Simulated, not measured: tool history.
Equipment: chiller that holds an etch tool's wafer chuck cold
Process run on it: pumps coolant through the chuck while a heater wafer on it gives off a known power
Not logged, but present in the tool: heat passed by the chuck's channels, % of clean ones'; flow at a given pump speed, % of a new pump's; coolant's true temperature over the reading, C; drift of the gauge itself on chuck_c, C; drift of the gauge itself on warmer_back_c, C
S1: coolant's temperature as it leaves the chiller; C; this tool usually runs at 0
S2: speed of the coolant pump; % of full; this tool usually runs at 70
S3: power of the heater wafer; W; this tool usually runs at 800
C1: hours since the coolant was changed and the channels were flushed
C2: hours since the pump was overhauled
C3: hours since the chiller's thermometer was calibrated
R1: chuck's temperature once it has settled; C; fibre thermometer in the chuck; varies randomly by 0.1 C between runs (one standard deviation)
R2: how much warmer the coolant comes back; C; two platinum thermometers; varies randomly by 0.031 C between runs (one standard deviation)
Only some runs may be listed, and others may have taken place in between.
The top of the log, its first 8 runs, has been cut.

{"run": 9, "day": 18.183, "S1": 0, "S2": 87, "S3": 800, "C1": 2898, "C2": 1688, "C3": 602, "R1": 6.7, "R2": 2.3}
{"run": 10, "day": 20.754, "S1": 0, "S2": 87, "S3": 800, "C1": 2959, "C2": 1750, "C3": 664, "R1": 7, "R2": 2.27}
{"run": 11, "day": 23.062, "S1": 0, "S2": 70, "S3": 936, "C1": 3015, "C2": 1805, "C3": 720, "R1": 9.6, "R2": 3.4}
{"run": 12, "day": 26.258, "S1": 0, "S2": 70, "S3": 936, "C1": 3091, "C2": 1882, "C3": 796, "R1": 9.7, "R2": 3.4}
{"run": 13, "day": 29.533, "S1": 0, "S2": 70, "S3": 800, "C1": 3170, "C2": 1960, "C3": 875, "R1": 8.3, "R2": 2.92}
{"run": 14, "day": 31.983, "S1": 0, "S2": 70, "S3": 800, "C1": 3229, "C2": 2019, "C3": 934, "R1": 8.4, "R2": 2.88}
{"run": 15, "day": 33.912, "S1": -6, "S2": 70, "S3": 800, "C1": 3275, "C2": 2065, "C3": 980, "R1": 2.1, "R2": 2.92}
{"run": 16, "day": 37.258, "S1": -6, "S2": 70, "S3": 800, "C1": 3355, "C2": 2146, "C3": 1060, "R1": 2.4, "R2": 2.9}
{"run": 17, "day": 39.908, "S1": 0, "S2": 64, "S3": 657, "C1": 3419, "C2": 2209, "C3": 1124, "R1": 7.4, "R2": 2.64}
{"run": 18, "day": 41.954, "S1": 0, "S2": 64, "S3": 657, "C1": 3468, "C2": 2258, "C3": 1173, "R1": 7.5, "R2": 2.67}
{"run": 19, "day": 45.371, "S1": -1, "S2": 69, "S3": 670, "C1": 3550, "C2": 2340, "C3": 1255, "R1": 6.1, "R2": 2.51}
{"run": 20, "day": 47.038, "S1": 7, "S2": 79, "S3": 582, "C1": 3590, "C2": 2380, "C3": 1295, "R1": 12.5, "R2": 1.84}
{"run": 21, "day": 49.158, "S1": 6, "S2": 97, "S3": 582, "C1": 3641, "C2": 2431, "C3": 1346, "R1": 10.9, "R2": 1.5}
{"run": 22, "day": 51.621, "S1": -9, "S2": 63, "S3": 486, "C1": 3700, "C2": 2490, "C3": 1405, "R1": -3.5, "R2": 2.04}
{"run": 23, "day": 54.425, "S1": -9, "S2": 81, "S3": 486, "C1": 3767, "C2": 2558, "C3": 1472, "R1": -4.4, "R2": 1.56}
{"run": 24, "day": 57.3, "S1": -9, "S2": 81, "S3": 1149, "C1": 3836, "C2": 2627, "C3": 1541, "R1": 1.8, "R2": 3.58}
{"run": 25, "day": 58.962, "S1": 4, "S2": 60, "S3": 1149, "C1": 3876, "C2": 2667, "C3": 1581, "R1": 17.7, "R2": 4.99}
{"run": 26, "day": 61.967, "S1": -1, "S2": 72, "S3": 777, "C1": 3948, "C2": 2739, "C3": 1653, "R1": 7.1, "R2": 2.83}
{"run": 27, "day": 65.383, "S1": -1, "S2": 72, "S3": 777, "C1": 4030, "C2": 2821, "C3": 1735, "R1": 7.3, "R2": 2.84}
{"run": 28, "day": 67.304, "S1": -1, "S2": 64, "S3": 844, "C1": 4076, "C2": 2867, "C3": 1781, "R1": 8.8, "R2": 3.41}
{"run": 29, "day": 69.862, "S1": 0, "S2": 64, "S3": 543, "C1": 4138, "C2": 2928, "C3": 1843, "R1": 6.4, "R2": 2.2}
{"run": 30, "day": 71.279, "S1": 3, "S2": 82, "S3": 623, "C1": 4172, "C2": 2962, "C3": 1877, "R1": 9.1, "R2": 1.98}
{"run": 31, "day": 73.808, "S1": 0, "S2": 70, "S3": 833, "C1": 4233, "C2": 3023, "C3": 1937, "R1": 9.1, "R2": 3.12}

Branching from run 31: 3 alternative next runs. What would each branch give?
{"run": "A", "day": 75.629, "S1": 2, "S2": 70, "S3": 800, "C1": 4276, "C2": 3067, "C3": 1981, "R1": "?", "R2": "?"}
{"run": "B", "day": 75.629, "S1": 7, "S2": 66, "S3": 444, "C1": 4276, "C2": 3067, "C3": 1981, "R1": "?", "R2": "?"}
{"run": "C", "day": 75.629, "S1": -8, "S2": 70, "S3": 432, "C1": 4276, "C2": 3067, "C3": 1981, "R1": "?", "R2": "?"}

run=A R1=10.9 R2=2.93
run=B R1=12 R2=1.74
run=C R1=-3.2 R2=1.57
Stripped of hidden state, with their random variation kept, the same runs would have yielded:
run=A R1=9.4 R2=2.68
run=B R1=11.1 R2=1.59
run=C R1=-4.1 R2=1.43

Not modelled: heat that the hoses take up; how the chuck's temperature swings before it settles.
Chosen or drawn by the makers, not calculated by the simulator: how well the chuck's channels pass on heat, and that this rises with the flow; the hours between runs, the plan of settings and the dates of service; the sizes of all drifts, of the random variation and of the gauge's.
